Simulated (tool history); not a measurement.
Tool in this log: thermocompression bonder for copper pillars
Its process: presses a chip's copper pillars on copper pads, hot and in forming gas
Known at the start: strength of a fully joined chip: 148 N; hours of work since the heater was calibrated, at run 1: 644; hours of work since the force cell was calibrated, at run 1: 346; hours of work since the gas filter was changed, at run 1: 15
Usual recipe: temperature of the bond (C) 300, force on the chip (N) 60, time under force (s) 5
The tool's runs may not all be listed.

run   hour  temperature of the bond (C)  force on the chip (N)  time under force (s)  hours of work since the heater was calibrated  hours of work since the force cell was calibrated  hours of work since the gas filter was changed  force that shears a chip off (N)
  1    0.0                          300                     60                     5                                            644                                                346                                              15                              91.9
  2   15.0                          300                     39                     5                                            652                                                353                                              23                              63.7
  3   32.1                          276                     60                     5                                            660                                                362                                              31                              72.5
  4   43.3                          300                     60                     8                                            665                                                367                                              36                             104.2
  5   66.0                          286                     60                     5                                            676                                                378                                              47                              80.2
  6   80.5                          300                     60                     5                                            683                                                385                                              54                              91.5
  7   98.8                          300                     60                     5                                            692                                                394                                              63                              91.8
  8  113.9                          300                     41                     5                                            700                                                401                                              70                              68.0
  9  127.9                          300                     41                     5                                            706                                                408                                              77                              67.8
 10  140.3                          278                     60                     5                                            712                                                414                                              83                              73.3
 11  159.7                          300                     81                     5                                            722                                                424                                              93                             111.9
 12  178.2                          300                     81                     5                                            731                                                432                                             102                             111.6
 13  198.1                          300                     81                     5                                            740                                                442                                             111                             109.6
 14  216.6                          300                     81                     5                                            749                                                451                                             120                             111.3
 15  240.6                          300                     60                     5                                            761                                                463                                             132                              90.7
 16  257.1                          300                     60                     5                                            769                                                471                                             140                              90.9
 17  279.1                          300                     60                     5                                            780                                                481                                             150                              91.4
 18  297.2                          300                     60                     5                                            788                                                490                                             159                              89.6
 19  313.3                          320                     60                     5                                            796                                                498                                             167                             105.9
 20  324.8                          292                     69                     4                                            802                                                503                                             173                              85.8
 21  337.3                          329                     60                    12                                            808                                                510                                             179                             130.6
 22  361.4                          329                     60                    12                                            819                                                521                                             190                             129.1
 23  374.1                          327                     51                     3                                            826                                                527                                             197                              86.6
     377.1  -- force cell calibrated
 24  399.2                          327                     51                     3                                            837                                                 11                                             208                              84.7

What does the tool deliver on the next run?
 25  419.3                          300                     64                     5                                            847                                                 20                                             218                                 ?

force that shears a chip off (N): 93.7
With the hidden condition absent and the run-to-run variation left alone, this run would have shown force that shears a chip off (N) 100.7.
